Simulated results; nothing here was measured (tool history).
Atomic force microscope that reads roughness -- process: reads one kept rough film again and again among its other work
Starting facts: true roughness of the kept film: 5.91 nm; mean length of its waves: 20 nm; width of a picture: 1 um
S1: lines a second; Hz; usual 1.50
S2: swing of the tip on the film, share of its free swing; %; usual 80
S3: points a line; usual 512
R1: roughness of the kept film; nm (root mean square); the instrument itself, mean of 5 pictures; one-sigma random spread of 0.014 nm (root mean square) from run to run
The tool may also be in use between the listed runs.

Run 1, day 0.000: usual settings. Result: R1 1.981 nm (root mean square).
Run 2, day 1.596: usual settings but S1 0.55 Hz. Result: R1 1.912 nm (root mean square).
Run 3, day 3.542: usual settings but S3 838. Result: R1 1.636 nm (root mean square).
Run 4, day 6.504: usual settings but S1 2.55 Hz, S3 838. Result: R1 2.807 nm (root mean square).
Run 5, day 8.108: usual settings but S3 318. Result: R1 2.575 nm (root mean square).
Run 6, day 10.221: usual settings but S3 318. Result: R1 2.178 nm (root mean square).
Run 7, day 11.692: usual settings. Result: R1 2.035 nm (root mean square).
Run 8, day 14.379: usual settings. Result: R1 1.716 nm (root mean square).
Run 9, day 16.167: usual settings. Result: R1 1.596 nm (root mean square).
Run 10, day 17.883: usual settings but S1 0.99 Hz. Result: R1 1.511 nm (root mean square).
Run 11, day 20.233: usual settings but S3 883. Result: R1 2.791 nm (root mean square).
Run 12, day 22.529: usual settings but S3 883. Result: R1 2.365 nm (root mean square).
Run 13, day 24.662: usual settings but S3 883. Result: R1 2.037 nm (root mean square).
Run 14, day 27.529: usual settings but S3 883. Result: R1 1.707 nm (root mean square).
Run 15, day 29.588: usual settings but S1 1.56 Hz. Result: R1 1.518 nm (root mean square).
Run 16, day 31.929: usual settings but S1 3.83 Hz, S2 83 %. Result: R1 2.658 nm (root mean square).
Run 17, day 34.504: usual settings but S3 478. Result: R1 2.489 nm (root mean square).
Run 18, day 37.050: usual settings but S3 478. Result: R1 2.072 nm (root mean square).
Run 19, day 39.412: usual settings but S1 2.52 Hz, S2 67 %, S3 307. Result: R1 1.781 nm (root mean square).
Run 20, day 42.238: usual settings but S2 86 %, S3 437. Result: R1 1.511 nm (root mean square).
Run 21, day 43.475: usual settings but S1 2.02 Hz, S2 67 %, S3 591. Result: R1 1.533 nm (root mean square).
Run 22, day 46.354: usual settings but S1 0.52 Hz, S2 74 %, S3 591. Result: R1 3.019 nm (root mean square).
Run 23, day 48.458: usual settings but S1 0.86 Hz, S2 79 %, S3 432. Result: R1 2.482 nm (root mean square).
Run 24, day 50.804: usual settings but S1 0.86 Hz, S2 84 %, S3 297. Result: R1 2.052 nm (root mean square).
Run 25, day 52.112: usual settings but S1 2.30 Hz, S3 595. Result: R1 1.801 nm (root mean square).
Run 26, day 53.458: usual settings but S1 2.30 Hz, S3 595. Result: R1 1.643 nm (root mean square).
Run 27, day 55.333: usual settings but S1 2.30 Hz, S3 595. Result: R1 1.486 nm (root mean square).
Run 28, day 57.088: usual settings but S3 581. Result: R1 1.449 nm (root mean square).
Run 29, day 59.733: usual settings but S3 581. Result: R1 2.689 nm (root mean square).
Run 30, day 61.442: usual settings but S3 581. Result: R1 2.342 nm (root mean square).

Put back what was entered between runs (5 entries, withheld): which listed runs does each sit between, and how does the hidden state differ from the listed run before to the listed run after?
Runs 3 to 4: new tip fitted (day 5.562)
  radius of the tip, nm: 38.2 -> 13.2; height scale over the true one, %: -0.5 -> -0.54
  difference, measured minus the result without the unlogged condition, R1: -1.709 -> -0.352 nm (root mean square)
Runs 10 to 11: new tip fitted (day 18.692)
  radius of the tip, nm: 44.5 -> 15.4; height scale over the true one, %: -0.69 -> -0.73
  difference, measured minus the result without the unlogged condition, R1: -1.952 -> -0.585 nm (root mean square)
Runs 15 to 16: new tip fitted (day 31.758)
  radius of the tip, nm: 41.7 -> 11.5; height scale over the true one, %: -0.86 -> -0.89
  difference, measured minus the result without the unlogged condition, R1: -1.806 -> -0.176 nm (root mean square)
Runs 21 to 22: new tip fitted (day 44.717)
  radius of the tip, nm: 43.6 -> 14.9; height scale over the true one, %: -1.05 -> -1.09
  difference, measured minus the result without the unlogged condition, R1: -1.934 -> -0.585 nm (root mean square)
Runs 28 to 29: new tip fitted (day 57.838)
  radius of the tip, nm: 44.8 -> 16.4; height scale over the true one, %: -1.23 -> -1.26
  difference, measured minus the result without the unlogged condition, R1: -1.896 -> -0.679 nm (root mean square)
